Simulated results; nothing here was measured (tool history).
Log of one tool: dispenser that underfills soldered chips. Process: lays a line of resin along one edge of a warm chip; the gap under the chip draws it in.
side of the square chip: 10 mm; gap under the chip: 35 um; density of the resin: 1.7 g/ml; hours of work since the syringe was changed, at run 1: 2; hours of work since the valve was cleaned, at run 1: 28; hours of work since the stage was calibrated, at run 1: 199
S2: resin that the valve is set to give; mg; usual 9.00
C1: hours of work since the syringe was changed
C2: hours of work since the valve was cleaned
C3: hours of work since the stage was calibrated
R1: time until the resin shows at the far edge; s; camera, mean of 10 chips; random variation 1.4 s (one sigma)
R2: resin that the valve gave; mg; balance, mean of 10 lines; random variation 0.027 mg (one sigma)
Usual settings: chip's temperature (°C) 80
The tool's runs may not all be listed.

{"run": 1, "day": 0.0, "chip's temperature (°C)": 80, "S2": 9.0, "C1": 2, "C2": 28, "C3": 199, "R1": 162.9, "R2": 8.84}
{"run": 2, "day": 0.404, "chip's temperature (°C)": 80, "S2": 9.0, "C1": 8, "C2": 34, "C3": 205, "R1": 271.8, "R2": 8.77}
{"day": 0.571, "done": "new syringe of resin"}
{"run": 3, "day": 0.846, "chip's temperature (°C)": 84, "S2": 9.0, "C1": 4, "C2": 40, "C3": 211, "R1": 177.3, "R2": 8.78}
{"run": 4, "day": 1.175, "chip's temperature (°C)": 80, "S2": 9.0, "C1": 9, "C2": 45, "C3": 216, "R1": 305.3, "R2": 8.73}
{"day": 1.246, "done": "new syringe of resin"}
{"run": 5, "day": 1.754, "chip's temperature (°C)": 80, "S2": 9.0, "C1": 8, "C2": 53, "C3": 225, "R1": 275.9, "R2": 8.7}
{"day": 1.908, "done": "new syringe of resin"}
{"day": 2.112, "done": "dispensing valve cleaned and set on the balance"}
{"run": 6, "day": 2.133, "chip's temperature (°C)": 80, "S2": 9.0, "C1": 3, "C2": 0, "C3": 229, "R1": 178.2, "R2": 9.06}
{"run": 7, "day": 2.492, "chip's temperature (°C)": 70, "S2": 9.0, "C1": 8, "C2": 6, "C3": 235, "R1": 388.8, "R2": 8.96}
{"day": 2.65, "done": "new syringe of resin"}
{"run": 8, "day": 2.854, "chip's temperature (°C)": 80, "S2": 8.38, "C1": 3, "C2": 11, "C3": 240, "R1": 182.4, "R2": 8.31}
{"run": 9, "day": 3.138, "chip's temperature (°C)": 92, "S2": 9.9, "C1": 7, "C2": 15, "C3": 244, "R1": 183.6, "R2": 9.79}
{"day": 3.338, "done": "new syringe of resin"}
{"run": 10, "day": 3.458, "chip's temperature (°C)": 92, "S2": 9.9, "C1": 2, "C2": 20, "C3": 249, "R1": 115.4, "R2": 9.79}

Forecast run 11:
{"run": 11, "day": 3.792, "chip's temperature (°C)": 74, "S2": 9.0, "C1": 7, "C2": 25, "C3": 254, "R1": "?", "R2": "?"}

{"run 11": {"R1": 306.6, "R2": 8.87}}
Without the tool's hidden state the same run would have given R1 161.3 s, R2 9.03 mg.
